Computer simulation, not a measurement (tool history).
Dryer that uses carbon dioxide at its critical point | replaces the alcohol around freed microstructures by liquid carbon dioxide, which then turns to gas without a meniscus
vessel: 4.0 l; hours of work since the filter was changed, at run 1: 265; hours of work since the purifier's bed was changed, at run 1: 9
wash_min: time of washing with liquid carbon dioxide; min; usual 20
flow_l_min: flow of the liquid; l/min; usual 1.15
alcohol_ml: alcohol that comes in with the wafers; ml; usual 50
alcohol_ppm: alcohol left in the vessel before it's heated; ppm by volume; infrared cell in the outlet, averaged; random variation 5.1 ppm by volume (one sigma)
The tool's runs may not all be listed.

run   hour  wash_min  flow_l_min  alcohol_ml  hours of work since the filter was changed  hours of work since the purifier's bed was changed  alcohol_ppm
  1      0        20        1.15          50                                         265                                                   9           70
  2      9        20        1.15          50                                         271                                                  15           63
  3   19.1        20        1.15          50                                         277                                                  22           72
  4     33        20        1.76          50                                         287                                                  31           13
  5   50.2        20        1.76          50                                         299                                                  43           11
  6     69        20        1.76          50                                         311                                                  55           18
  7   84.6        20        1.15          50                                         322                                                  66           79
  8    101        20        1.03          50                                         333                                                  77          139
  9  109.7        20        1.03          50                                         339                                                  83          138
 10  125.5        20        1.04          50                                         350                                                  94          127
 11  135.8        20        1.15          50                                         357                                                 101           85
 12  144.2        20        1.15          20                                         362                                                 106           37
     163.2  -- inlet filter changed
 13  163.2        20         0.9          50                                           0                                                 119          159
 14  180.2        20         0.9          50                                          12                                                 130          163
 15  189.6        24         0.8          28                                          18                                                 137           69
 16  207.1        24         0.8          28                                          30                                                 148           79
 17  225.2        24         0.8          28                                          42                                                 161           75
 18  240.7        28        0.99          50                                          53                                                 171           32
 19  248.7        23        1.55          32                                          58                                                 177           23
 20    263        14        0.95          50                                          68                                                 186          520
 21  273.2        14        0.95          50                                          75                                                 193          513
 22  288.7        20           1          86                                          85                                                 204          196
 23  296.5        20        1.15          23                                          90                                                 209           49
 24  309.1        29        1.15          23                                          99                                                 218           19
 25  317.7        19        1.51          30                                         105                                                 223           29
 26  334.9        19        1.51          30                                         116                                                 235           27
 27  350.1        19        1.51          30                                         127                                                 245           24

Hidden state or all else? Some run-to-run changes of alcohol_ppm, split into what the settings, what came in and random variation would give without the hidden state, and what is left for the hidden state (with any gauge scatter that isn't in both results):
The hidden state here: flow that reaches the vessel past the clogged filter, %; alcohol in the recycled carbon dioxide, ppm; drift of the gauge itself on alcohol_ppm, %.
Run 6 -> 7: flow_l_min 1.76 -> 1.15. alcohol_ppm +61 ppm by volume: hidden state +24, all else +37.
Run 19 -> 20: wash_min 23 -> 14, flow_l_min 1.55 -> 0.95, alcohol_ml 32 -> 50. alcohol_ppm +497 ppm by volume: hidden state +25, all else +472.
Run 21 -> 22: wash_min 14 -> 20, flow_l_min 0.95 -> 1, alcohol_ml 50 -> 86. alcohol_ppm -317 ppm by volume: hidden state -10, all else -307.
